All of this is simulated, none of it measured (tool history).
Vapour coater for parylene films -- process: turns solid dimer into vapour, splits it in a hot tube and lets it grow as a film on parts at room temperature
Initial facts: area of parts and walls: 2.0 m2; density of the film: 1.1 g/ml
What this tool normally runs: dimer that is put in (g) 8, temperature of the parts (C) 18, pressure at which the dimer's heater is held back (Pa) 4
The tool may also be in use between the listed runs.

run,hour,dimer that is put in (g),temperature of the parts (C),pressure at which the dimer's heater is held back (Pa),thickness of the film (nm)
1,0,8,18,4,2110
2,28,8,18,4,2050
3,40.8,8,18,4,2050
4,59.5,8,18,4,2040
5,85.2,8,18,4,2020
6,103.7,8,18,4,2050
7,130.7,8,18,4,2030
8,161.9,8,18,4,2010
9,189,8,18,4,2020
10,219.9,8,18,4,2010
11,237.1,6,17,4,1570
12,256.7,6,12,8.03,1510
13,279.1,6,12,8.03,1510
14,298,4,12,2.1,1340

Branching from run 14: 4 alternative next runs. What would each branch give?
A,314.5,4,18,4,?
B,314.5,14,11,2.86,?
C,314.5,4,12,6.5,?
D,314.5,5,24,5.45,?

run,thickness of the film (nm)
A,950
B,4470
C,1050
D,920
Without the tool's unlogged condition, the same runs would have read:
run,thickness of the film (nm)
A,1020
B,4780
C,1120
D,990

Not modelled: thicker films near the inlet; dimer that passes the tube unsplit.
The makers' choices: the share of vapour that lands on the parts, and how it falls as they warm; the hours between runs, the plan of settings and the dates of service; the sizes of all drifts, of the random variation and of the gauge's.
